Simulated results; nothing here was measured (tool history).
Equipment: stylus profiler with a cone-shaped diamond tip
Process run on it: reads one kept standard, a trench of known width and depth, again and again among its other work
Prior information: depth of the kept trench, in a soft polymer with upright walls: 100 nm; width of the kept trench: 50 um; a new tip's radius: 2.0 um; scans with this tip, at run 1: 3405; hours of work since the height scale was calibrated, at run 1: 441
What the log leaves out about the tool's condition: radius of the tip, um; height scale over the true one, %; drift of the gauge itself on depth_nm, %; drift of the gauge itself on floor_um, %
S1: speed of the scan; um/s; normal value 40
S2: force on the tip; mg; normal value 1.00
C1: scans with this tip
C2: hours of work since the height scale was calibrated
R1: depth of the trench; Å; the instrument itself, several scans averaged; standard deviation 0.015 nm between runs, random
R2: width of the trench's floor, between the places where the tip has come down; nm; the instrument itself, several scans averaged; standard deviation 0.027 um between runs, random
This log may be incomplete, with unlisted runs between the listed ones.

run    hour   S1    S2     C1    C2      R1     R2
  1     0.0   40  1.00   3405   441  1010.1  48260
  2    51.6   40  1.00   3672   475  1009.8  48290
  3   108.1   40  1.88   3963   513  1014.8  48370
  4   162.0   40  1.88   4242   549  1015.0  48360
  5   212.4   40  1.00   4502   583  1010.2  48210
  6   279.2   67  1.00   4847   627  1010.3  48000
  7   352.9   67  1.00   5228   677  1010.2  48050
  8   442.7   67  1.00   5692   737  1010.5  48000
  9   516.1   67  1.00   6071   786  1010.5  47930
 10   605.1   67  1.00   6531   845  1010.6  47960
 11   697.4   67  1.00   7008   907  1010.5  47980
 12   774.4   40  1.00   7405   958  1010.9  48180
 13   885.0   40  0.48   7977  1032  1007.2  48030
 14   953.5   40  0.48   8331  1078  1007.1  48020
 15  1026.7   40  0.48   8709  1127  1007.2  48050
 16  1114.1   40  0.39   9161  1186  1006.6  47960
 17  1171.9   75  1.00   9459  1224  1011.3  47850
 18  1261.0   75  1.00   9919  1284  1011.4  47810
 19  1336.6   40  0.67  10310  1334  1009.1  48050
 20  1400.6   51  1.00  10641  1377  1011.8  48050
 21  1454.1   51  1.00  10917  1413  1011.6  47990
 22  1508.6   13  0.34  11198  1449  1006.8  48280
 23  1559.6  151  2.95  11462  1483  1021.3  47710
 24  1636.2  151  2.95  11858  1535  1021.4  47670
 25  1726.0   15  1.08  12322  1595  1012.3  48300
 26  1825.5   15  0.44  12836  1661  1007.8  48210
 27  1906.2   15  0.44  13253  1715  1008.3  48130
 28  1956.6   11  0.50  13513  1749  1008.5  48300
 29  2018.1  148  2.04  13831  1790  1017.8  47490
 30  2125.4   47  0.34  14385  1862  1007.7  47670
 31  2220.9   28  2.61  14878  1925  1020.6  48240
 32  2332.3   28  2.61  15454  2000  1020.7  48180
 33  2444.1   28  2.61  16031  2075  1020.9  48210
 34  2548.6  102  1.00  16571  2145  1012.6  47440
 35  2641.0  102  1.00  17049  2206  1012.9  47370
 36  2724.3   13  1.00  17479  2262  1012.7  48260
 37  2782.6   14  1.62  17780  2301  1016.4  48240
     2829.8  -- height scale calibrated on a step standard
 38  2859.3  118  0.35  18174    20  1004.7  46510
 39  2927.1  118  0.35  18524    65  1004.8  46550
 40  3037.4   45  0.53  19094   139  1006.3  47730

Alternative continuations, all from the tool just after run 40; predict every row:
  A  3127.0   10  1.36  19557  199   ?   ?
  B  3127.0   64  0.50  19557  199   ?   ?
  C  3127.0  126  0.53  19557  199   ?   ?
  D  3127.0   40  0.52  19557  199   ?   ?

run      R1     R2
  A  1011.8  48200
  B  1006.2  47440
  C  1006.4  46750
  D  1006.2  47800
Stripped of hidden state, with their random variation kept, the same runs would have yielded:
run      R1     R2
  A  1011.3  48650
  B  1005.7  47890
  C  1005.9  47200
  D  1005.7  48250

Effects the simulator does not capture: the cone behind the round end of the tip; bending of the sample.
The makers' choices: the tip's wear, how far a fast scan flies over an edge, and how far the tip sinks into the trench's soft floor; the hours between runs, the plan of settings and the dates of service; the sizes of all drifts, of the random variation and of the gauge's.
